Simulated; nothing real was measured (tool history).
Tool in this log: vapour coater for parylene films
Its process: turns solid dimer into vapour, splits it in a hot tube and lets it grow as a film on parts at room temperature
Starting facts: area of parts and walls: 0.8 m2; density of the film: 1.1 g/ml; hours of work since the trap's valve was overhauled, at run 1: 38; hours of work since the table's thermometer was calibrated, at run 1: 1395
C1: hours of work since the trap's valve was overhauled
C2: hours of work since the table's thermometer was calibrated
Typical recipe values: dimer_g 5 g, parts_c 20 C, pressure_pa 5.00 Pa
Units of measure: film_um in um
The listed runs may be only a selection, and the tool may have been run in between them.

run 1 hour=0.0 | dimer_g=5 parts_c=20 pressure_pa=5.00 | C1=38 C2=1395 | film_um=3.45
run 2 hour=59.3 | dimer_g=5 parts_c=20 pressure_pa=10.68 | C1=80 C2=1437 | film_um=2.91
run 3 hour=112.7 | dimer_g=5 parts_c=20 pressure_pa=10.68 | C1=117 C2=1474 | film_um=2.86
run 4 hour=173.8 | dimer_g=5 parts_c=20 pressure_pa=5.00 | C1=160 C2=1517 | film_um=3.45
run 5 hour=208.7 | dimer_g=5 parts_c=20 pressure_pa=5.00 | C1=185 C2=1542 | film_um=3.39
run 6 hour=249.4 | dimer_g=3 parts_c=20 pressure_pa=5.00 | C1=214 C2=1571 | film_um=2.02
-- hour=283.9 trap's valve overhauled
run 7 hour=295.8 | dimer_g=2 parts_c=20 pressure_pa=5.00 | C1=8 C2=1600 | film_um=1.36
run 8 hour=332.8 | dimer_g=2 parts_c=20 pressure_pa=5.00 | C1=34 C2=1626 | film_um=1.37
run 9 hour=383.8 | dimer_g=5 parts_c=20 pressure_pa=4.22 | C1=70 C2=1662 | film_um=3.55
run 10 hour=439.2 | dimer_g=5 parts_c=24 pressure_pa=5.00 | C1=109 C2=1701 | film_um=2.94
run 11 hour=491.2 | dimer_g=5 parts_c=24 pressure_pa=5.00 | C1=146 C2=1738 | film_um=2.93
run 12 hour=551.2 | dimer_g=5 parts_c=24 pressure_pa=5.00 | C1=188 C2=1780 | film_um=2.98
-- hour=608.1 table's thermometer calibrated
-- hour=620.1 trap's valve overhauled
run 13 hour=621.4 | dimer_g=5 parts_c=20 pressure_pa=5.00 | C1=1 C2=7 | film_um=3.41
run 14 hour=651.5 | dimer_g=5 parts_c=20 pressure_pa=5.00 | C1=22 C2=28 | film_um=3.45
run 15 hour=700.9 | dimer_g=5 parts_c=21 pressure_pa=5.00 | C1=57 C2=63 | film_um=3.36
run 16 hour=754.7 | dimer_g=5 parts_c=21 pressure_pa=5.00 | C1=95 C2=100 | film_um=3.31
run 17 hour=810.4 | dimer_g=5 parts_c=21 pressure_pa=3.39 | C1=134 C2=140 | film_um=3.64
run 18 hour=878.0 | dimer_g=5 parts_c=15 pressure_pa=3.39 | C1=182 C2=187 | film_um=4.43
run 19 hour=918.8 | dimer_g=5 parts_c=15 pressure_pa=3.39 | C1=210 C2=216 | film_um=4.52
-- hour=957.9 trap's valve overhauled
run 20 hour=991.3 | dimer_g=5 parts_c=15 pressure_pa=3.39 | C1=23 C2=264 | film_um=4.49
run 21 hour=1027.4 | dimer_g=2 parts_c=15 pressure_pa=3.39 | C1=49 C2=289 | film_um=1.82
run 22 hour=1083.8 | dimer_g=2 parts_c=15 pressure_pa=3.39 | C1=89 C2=329 | film_um=1.83
run 23 hour=1142.1 | dimer_g=4 parts_c=20 pressure_pa=5.00 | C1=130 C2=370 | film_um=2.73
run 24 hour=1173.3 | dimer_g=4 parts_c=24 pressure_pa=5.00 | C1=152 C2=392 | film_um=2.36
run 25 hour=1243.7 | dimer_g=5 parts_c=30 pressure_pa=4.83 | C1=201 C2=442 | film_um=2.41
run 26 hour=1272.1 | dimer_g=3 parts_c=30 pressure_pa=4.83 | C1=221 C2=462 | film_um=1.43
-- hour=1295.2 trap's valve overhauled
run 27 hour=1313.1 | dimer_g=4 parts_c=26 pressure_pa=4.83 | C1=13 C2=488 | film_um=2.24
run 28 hour=1361.2 | dimer_g=4 parts_c=26 pressure_pa=4.83 | C1=46 C2=522 | film_um=2.24
run 29 hour=1398.0 | dimer_g=2 parts_c=26 pressure_pa=4.83 | C1=72 C2=548 | film_um=1.09
run 30 hour=1437.0 | dimer_g=3 parts_c=23 pressure_pa=2.09 | C1=100 C2=575 | film_um=2.26
run 31 hour=1488.0 | dimer_g=3 parts_c=14 pressure_pa=4.07 | C1=136 C2=611 | film_um=2.72
run 32 hour=1529.1 | dimer_g=3 parts_c=14 pressure_pa=4.07 | C1=165 C2=640 | film_um=2.71
run 33 hour=1570.9 | dimer_g=3 parts_c=14 pressure_pa=4.07 | C1=194 C2=669 | film_um=2.71
run 34 hour=1609.1 | dimer_g=3 parts_c=14 pressure_pa=4.07 | C1=221 C2=696 | film_um=2.69
-- hour=1631.7 trap's valve overhauled
run 35 hour=1674.2 | dimer_g=3 parts_c=14 pressure_pa=4.07 | C1=30 C2=739 | film_um=2.71
run 36 hour=1704.4 | dimer_g=3 parts_c=15 pressure_pa=6.47 | C1=51 C2=760 | film_um=2.32
run 37 hour=1763.5 | dimer_g=3 parts_c=15 pressure_pa=6.47 | C1=93 C2=802 | film_um=2.31
run 38 hour=1794.4 | dimer_g=5 parts_c=23 pressure_pa=5.00 | C1=114 C2=824 | film_um=3.08
run 39 hour=1853.9 | dimer_g=2 parts_c=25 pressure_pa=5.00 | C1=156 C2=866 | film_um=1.14
run 40 hour=1884.9 | dimer_g=5 parts_c=22 pressure_pa=3.90 | C1=178 C2=887 | film_um=3.37
run 41 hour=1937.5 | dimer_g=5 parts_c=14 pressure_pa=5.00 | C1=215 C2=924 | film_um=4.26
-- hour=1968.2 trap's valve overhauled
run 42 hour=1990.9 | dimer_g=4 parts_c=24 pressure_pa=8.96 | C1=16 C2=959 | film_um=2.06
run 43 hour=2026.8 | dimer_g=4 parts_c=24 pressure_pa=8.96 | C1=41 C2=984 | film_um=2.11
run 44 hour=2067.4 | dimer_g=4 parts_c=24 pressure_pa=8.96 | C1=70 C2=1013 | film_um=2.11
run 45 hour=2102.7 | dimer_g=7 parts_c=14 pressure_pa=8.43 | C1=95 C2=1038 | film_um=5.33
run 46 hour=2142.7 | dimer_g=5 parts_c=20 pressure_pa=7.61 | C1=123 C2=1066 | film_um=3.13
run 47 hour=2208.5 | dimer_g=5 parts_c=20 pressure_pa=3.38 | C1=169 C2=1112 | film_um=3.72
run 48 hour=2244.1 | dimer_g=3 parts_c=20 pressure_pa=5.00 | C1=194 C2=1137 | film_um=2.05

3 options for the next run, each taken on its own from the tool as it stands now. Forecast them:
run A hour=2298.7 | dimer_g=6 parts_c=21 pressure_pa=5.00 | C1=233 C2=1176 | film_um=?
run B hour=2298.7 | dimer_g=5 parts_c=14 pressure_pa=5.25 | C1=233 C2=1176 | film_um=?
run C hour=2298.7 | dimer_g=8 parts_c=20 pressure_pa=5.00 | C1=233 C2=1176 | film_um=?

run=A film_um=3.98
run=B film_um=4.29
run=C film_um=5.54
Stripped of hidden state, with their random variation kept, the same runs would have yielded:
run=A film_um=3.99
run=B film_um=4.31
run=C film_um=5.56
